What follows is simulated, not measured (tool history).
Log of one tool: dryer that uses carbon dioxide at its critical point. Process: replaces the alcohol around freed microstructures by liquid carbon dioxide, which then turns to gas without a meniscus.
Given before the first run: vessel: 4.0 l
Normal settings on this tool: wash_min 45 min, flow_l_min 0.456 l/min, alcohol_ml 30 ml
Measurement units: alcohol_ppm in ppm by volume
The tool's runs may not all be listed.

run 1 day=0.000 | wash_min=45 flow_l_min=0.456 alcohol_ml=30 | alcohol_ppm=124
run 2 day=0.821 | wash_min=45 flow_l_min=0.456 alcohol_ml=30 | alcohol_ppm=114
run 3 day=1.475 | wash_min=45 flow_l_min=0.456 alcohol_ml=30 | alcohol_ppm=123
run 4 day=2.025 | wash_min=31 flow_l_min=0.456 alcohol_ml=30 | alcohol_ppm=411
run 5 day=2.938 | wash_min=31 flow_l_min=0.456 alcohol_ml=30 | alcohol_ppm=445
run 6 day=3.558 | wash_min=45 flow_l_min=0.456 alcohol_ml=30 | alcohol_ppm=133
run 7 day=4.225 | wash_min=45 flow_l_min=0.456 alcohol_ml=30 | alcohol_ppm=128
run 8 day=4.971 | wash_min=45 flow_l_min=0.456 alcohol_ml=30 | alcohol_ppm=130
run 9 day=5.550 | wash_min=45 flow_l_min=0.456 alcohol_ml=30 | alcohol_ppm=125
run 10 day=6.038 | wash_min=45 flow_l_min=0.456 alcohol_ml=30 | alcohol_ppm=129
run 11 day=7.012 | wash_min=45 flow_l_min=0.456 alcohol_ml=30 | alcohol_ppm=133
run 12 day=7.950 | wash_min=45 flow_l_min=0.456 alcohol_ml=30 | alcohol_ppm=128
run 13 day=8.354 | wash_min=45 flow_l_min=0.356 alcohol_ml=30 | alcohol_ppm=309
run 14 day=8.912 | wash_min=45 flow_l_min=0.356 alcohol_ml=30 | alcohol_ppm=319
run 15 day=9.796 | wash_min=45 flow_l_min=0.356 alcohol_ml=30 | alcohol_ppm=317
run 16 day=10.542 | wash_min=45 flow_l_min=0.356 alcohol_ml=30 | alcohol_ppm=330
run 17 day=10.979 | wash_min=45 flow_l_min=0.356 alcohol_ml=30 | alcohol_ppm=321
run 18 day=11.862 | wash_min=45 flow_l_min=0.356 alcohol_ml=30 | alcohol_ppm=328
run 19 day=12.367 | wash_min=45 flow_l_min=0.356 alcohol_ml=30 | alcohol_ppm=324
run 20 day=13.225 | wash_min=41 flow_l_min=0.602 alcohol_ml=28 | alcohol_ppm=71
run 21 day=14.079 | wash_min=37 flow_l_min=0.752 alcohol_ml=42 | alcohol_ppm=55
run 22 day=15.008 | wash_min=37 flow_l_min=0.688 alcohol_ml=60 | alcohol_ppm=108
run 23 day=15.512 | wash_min=37 flow_l_min=0.688 alcohol_ml=60 | alcohol_ppm=100
run 24 day=16.267 | wash_min=45 flow_l_min=0.738 alcohol_ml=118 | alcohol_ppm=41
-- day=16.688 inlet filter changed
run 25 day=16.742 | wash_min=61 flow_l_min=0.456 alcohol_ml=30 | alcohol_ppm=35
run 26 day=17.421 | wash_min=62 flow_l_min=0.335 alcohol_ml=30 | alcohol_ppm=106
run 27 day=18.279 | wash_min=42 flow_l_min=0.295 alcohol_ml=50 | alcohol_ppm=819
run 28 day=18.696 | wash_min=53 flow_l_min=0.499 alcohol_ml=30 | alcohol_ppm=43
run 29 day=19.542 | wash_min=28 flow_l_min=0.459 alcohol_ml=88 | alcohol_ppm=1227
run 30 day=20.296 | wash_min=36 flow_l_min=0.490 alcohol_ml=78 | alcohol_ppm=372
run 31 day=21.117 | wash_min=69 flow_l_min=0.456 alcohol_ml=105 | alcohol_ppm=54
run 32 day=22.062 | wash_min=45 flow_l_min=0.420 alcohol_ml=44 | alcohol_ppm=186
run 33 day=23.008 | wash_min=45 flow_l_min=0.421 alcohol_ml=114 | alcohol_ppm=443
run 34 day=23.971 | wash_min=45 flow_l_min=0.421 alcohol_ml=114 | alcohol_ppm=433
run 35 day=24.650 | wash_min=45 flow_l_min=0.341 alcohol_ml=114 | alcohol_ppm=1002
run 36 day=25.292 | wash_min=45 flow_l_min=0.551 alcohol_ml=114 | alcohol_ppm=129
run 37 day=26.254 | wash_min=45 flow_l_min=0.551 alcohol_ml=114 | alcohol_ppm=144
run 38 day=26.771 | wash_min=45 flow_l_min=0.551 alcohol_ml=114 | alcohol_ppm=133

Predict each of these 4 candidate next runs independently; none follows another, all start after run 38:
run A day=27.558 | wash_min=45 flow_l_min=0.456 alcohol_ml=40 | alcohol_ppm=?
run B day=27.558 | wash_min=32 flow_l_min=0.551 alcohol_ml=114 | alcohol_ppm=?
run C day=27.558 | wash_min=67 flow_l_min=0.571 alcohol_ml=22 | alcohol_ppm=?
run D day=27.558 | wash_min=31 flow_l_min=0.654 alcohol_ml=60 | alcohol_ppm=?

run=A alcohol_ppm=121
run=B alcohol_ppm=573
run=C alcohol_ppm=34
run=D alcohol_ppm=170
The same runs, with their run-to-run variation unchanged, on a tool lacking any hidden condition would have given:
run=A alcohol_ppm=84
run=B alcohol_ppm=501
run=C alcohol_ppm=8
run=D alcohol_ppm=131

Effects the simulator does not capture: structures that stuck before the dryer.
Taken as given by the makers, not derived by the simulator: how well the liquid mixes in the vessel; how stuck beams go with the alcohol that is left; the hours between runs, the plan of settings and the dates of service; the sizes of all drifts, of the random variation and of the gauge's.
